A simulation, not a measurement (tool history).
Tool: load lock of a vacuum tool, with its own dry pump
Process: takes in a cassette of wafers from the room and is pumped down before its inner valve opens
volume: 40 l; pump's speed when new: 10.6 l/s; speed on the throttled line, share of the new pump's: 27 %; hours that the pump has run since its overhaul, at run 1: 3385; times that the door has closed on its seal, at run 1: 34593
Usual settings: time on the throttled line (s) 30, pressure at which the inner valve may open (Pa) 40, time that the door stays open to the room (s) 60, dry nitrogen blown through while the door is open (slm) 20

run    hour  time on the throttled line (s)  pressure at which the inner valve may open (Pa)  time that the door stays open to the room (s)  dry nitrogen blown through while the door is open (slm)  hours that the pump has run since its overhaul  times that the door has closed on its seal  incoming humidity of the room's air, %  time from the closed door until the inner valve may open (s)  rise of the pressure with all valves shut (Pa/min)
  1       0                              30                                               40                                             60                                                       20                                            3385                                       34593                                      47                                                          52.3                                               0.198
  2    84.1                              30                                               40                                             49                                                       20                                            3469                                       34979                                    50.1                                                          51.9                                               0.209
  3   176.2                              30                                               40                                             49                                                       20                                            3562                                       35401                                    46.7                                                          52.8                                               0.206
  4   286.1                              30                                               40                                             49                                                       20                                            3671                                       35905                                    46.3                                                          51.9                                               0.211
  5   381.8                              30                                               40                                             49                                                       20                                            3767                                       36344                                      45                                                          52.3                                               0.215
  6   495.4                              30                                               40                                             49                                                       20                                            3881                                       36865                                    44.3                                                          52.4                                               0.211
  7   574.1                              30                                               40                                             49                                                       20                                            3959                                       37226                                    43.1                                                          52.8                                               0.211
  8   628.6                              30                                               40                                             49                                                       20                                            4014                                       37476                                    46.3                                                          52.8                                               0.224
  9   736.2                              30                                               40                                             49                                                       20                                            4121                                       37969                                    46.1                                                          51.5                                               0.224
 10     835                              25                                               42                                             60                                                       34                                            4220                                       38422                                    44.3                                                          48.2                                               0.221
 11   895.3                              25                                               42                                             60                                                       34                                            4281                                       38699                                    42.5                                                          48.9                                               0.226
 12   992.8                              25                                               42                                             60                                                       34                                            4378                                       39146                                    45.8                                                          49.1                                               0.226
 13  1109.8                              37                                               50                                             60                                                        5                                            4495                                       39682                                    43.3                                                          56.8                                               0.264
 14  1200.7                              47                                               46                                             60                                                       20                                            4586                                       40099                                    43.1                                                            64                                                0.25
 15  1249.6                              47                                               46                                             60                                                       20                                            4635                                       40323                                    43.1                                                          63.5                                               0.247
 16  1342.3                              30                                               41                                             60                                                       20                                            4728                                       40749                                    44.4                                                          52.6                                               0.249
 17  1409.3                              30                                               41                                             60                                                       20                                            4795                                       41056                                    43.5                                                          52.2                                               0.248
 18  1479.9                              23                                               52                                             60                                                       20                                            4865                                       41379                                    43.2                                                          46.6                                               0.253

Measured less the same run without the tool's hidden state. The same run-to-run variation is in both; the gauge's scatter may not be:
The hidden state here: pump's speed, % of a new pump's; leak at the door's seal, Pa l/s; drift of the gauge itself on ready_s, %; drift of the gauge itself on rise_pa_min, %.
run  time from the closed door until the inner valve may open (s)  rise of the pressure with all valves shut (Pa/min)
  1                                                          +0.7                                              +0.151
  2                                                          +0.7                                              +0.158
  3                                                          +0.7                                              +0.159
  4                                                          +0.8                                              +0.166
  5                                                          +0.8                                              +0.169
  6                                                          +0.8                                               +0.17
  7                                                          +0.8                                              +0.171
  8                                                          +0.8                                               +0.18
  9                                                          +0.8                                              +0.179
 10                                                          +0.9                                              +0.189
 11                                                            +1                                              +0.187
 12                                                            +1                                               +0.19
 13                                                          +0.8                                              +0.195
 14                                                          +0.7                                                +0.2
 15                                                          +0.7                                              +0.199
 16                                                            +1                                              +0.202
 17                                                            +1                                              +0.205
 18                                                          +1.1                                              +0.205
